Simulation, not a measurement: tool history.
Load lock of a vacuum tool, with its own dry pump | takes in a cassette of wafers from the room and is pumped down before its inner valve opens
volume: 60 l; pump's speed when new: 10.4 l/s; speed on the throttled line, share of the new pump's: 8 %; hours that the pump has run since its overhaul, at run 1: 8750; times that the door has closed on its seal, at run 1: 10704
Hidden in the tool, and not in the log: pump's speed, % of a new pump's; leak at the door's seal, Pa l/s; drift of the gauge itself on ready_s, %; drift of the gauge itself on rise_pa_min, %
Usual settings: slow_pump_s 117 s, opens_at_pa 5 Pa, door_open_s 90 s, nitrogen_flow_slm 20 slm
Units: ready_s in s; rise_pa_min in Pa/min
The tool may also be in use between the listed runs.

run    hour  slow_pump_s  opens_at_pa  door_open_s  nitrogen_flow_slm  hours that the pump has run since its overhaul  times that the door has closed on its seal  incoming humidity of the room's air, %  ready_s  rise_pa_min
  1       0          117            5           90                 20                                            8750                                       10704                                    45.7    164.7        0.043
  2   607.5          117            5           90                 36                                            9357                                       13325                                    45.4    164.7        0.033
  3  1004.5          117            7           90                 36                                            9754                                       15037                                    43.8    162.4         0.03
  4  1490.8          117            7           90                 20                                           10241                                       17134                                      44    162.4        0.038
  5  1986.8          117            7           90                 20                                           10737                                       19274                                    47.2    162.7        0.047
  6  2324.9          117            7           90                 20                                           11075                                       20732                                    44.9    162.6        0.044
  7  2958.9          117            7           90                 20                                           11709                                       23466                                    43.6    162.6        0.045

Run 8 comes next. What will it give?
  8  3336.5          117            5           45                 32                                           12086                                       25095                                    45.8        ?            ?

{"run 8": {"ready_s": 165.7, "rise_pa_min": 0.026}}
Without the tool's hidden state the same run would have given ready_s 165.7 s, rise_pa_min 0.025 Pa/min.

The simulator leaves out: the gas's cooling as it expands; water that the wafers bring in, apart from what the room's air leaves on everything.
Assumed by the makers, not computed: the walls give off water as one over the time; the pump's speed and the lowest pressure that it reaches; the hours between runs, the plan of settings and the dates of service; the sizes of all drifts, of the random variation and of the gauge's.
